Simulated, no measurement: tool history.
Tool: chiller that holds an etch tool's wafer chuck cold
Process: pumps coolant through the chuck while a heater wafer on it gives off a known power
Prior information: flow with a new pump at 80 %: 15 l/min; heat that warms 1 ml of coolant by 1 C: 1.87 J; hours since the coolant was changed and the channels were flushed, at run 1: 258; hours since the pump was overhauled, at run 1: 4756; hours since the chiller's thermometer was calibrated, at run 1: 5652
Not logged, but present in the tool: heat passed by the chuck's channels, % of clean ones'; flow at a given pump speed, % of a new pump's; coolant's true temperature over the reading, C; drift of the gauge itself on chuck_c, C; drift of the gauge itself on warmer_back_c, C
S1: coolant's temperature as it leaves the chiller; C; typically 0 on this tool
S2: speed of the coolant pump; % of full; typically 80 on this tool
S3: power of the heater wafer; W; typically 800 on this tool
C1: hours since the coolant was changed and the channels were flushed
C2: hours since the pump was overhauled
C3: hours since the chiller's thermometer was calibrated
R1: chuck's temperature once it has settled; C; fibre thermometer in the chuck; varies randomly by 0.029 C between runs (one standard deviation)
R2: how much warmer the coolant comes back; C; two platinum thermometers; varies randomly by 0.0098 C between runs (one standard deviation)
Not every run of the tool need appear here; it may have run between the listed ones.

run    hour   S1  S2    S3    C1    C2    C3     R1     R2
  1       0    0  80   800   258  4756  5652   4.86  1.713
      114.2  -- chiller's thermometer calibrated
  2   169.1  -10  80   800   426  4924    55  -5.17  1.712
  3   292.9    0  80   800   550  5048   179   4.88  1.703
  4   446.8    0  80   800   704  5201   333   4.79  1.708
  5   619.1    0  80   800   876  5374   505   4.83  1.717
  6   751.1    0  72   800  1008  5506   637   5.17  1.915
  7   887.7    0  72   800  1145  5642   773   5.17  1.902
  8  1010.8    0  80   532  1268  5765   897   3.14  1.146
  9  1135.6    0  80   532  1393  5890  1021   3.12  1.159
 10  1294.5    0  80   532  1552  6049  1180   3.14  1.143
 11  1439.2    0  80   532  1696  6194  1325   3.12  1.154
 12  1588.6    0  80   532  1846  6343  1474   3.07  1.157
 13  1725.6    0  80   532  1983  6480  1611    3.1  1.153
 14    1850   -8  80   800  2107  6605  1736  -3.27  1.707
     1888.9  -- coolant pump overhauled
 15  2002.5   -8  80   800  2255   114  1883  -3.29  1.715
 16  2126.7    3  98   661  2379   238  2007   6.27  1.144
 17    2296    3  98   661  2548   407  2177    6.3  1.158
 18  2369.9    3  98   661  2622   481  2251    6.3   1.14
 19  2534.3    0  97   800  2786   645  2415   4.01  1.411
 20  2703.4    0  97   800  2956   815  2584      4  1.395
 21  2777.9    0  63   426  3030   889  2659   2.84  1.164
 22  2880.5    1  82   954  3133   992  2761   6.43  1.997
 23  3010.4    0  78  1115  3263  1122  2891   6.65  2.446

Estimate the outcome of run 24 from the log above:
 24  3138.1  -5  82  1010  3390  1249  3019   ?   ?

{"run 24": {"R1": 0.8, "R2": 2.103}}
Had the tool carried no hidden state, the very same run would have given R1 1.08 C, R2 2.102 C.
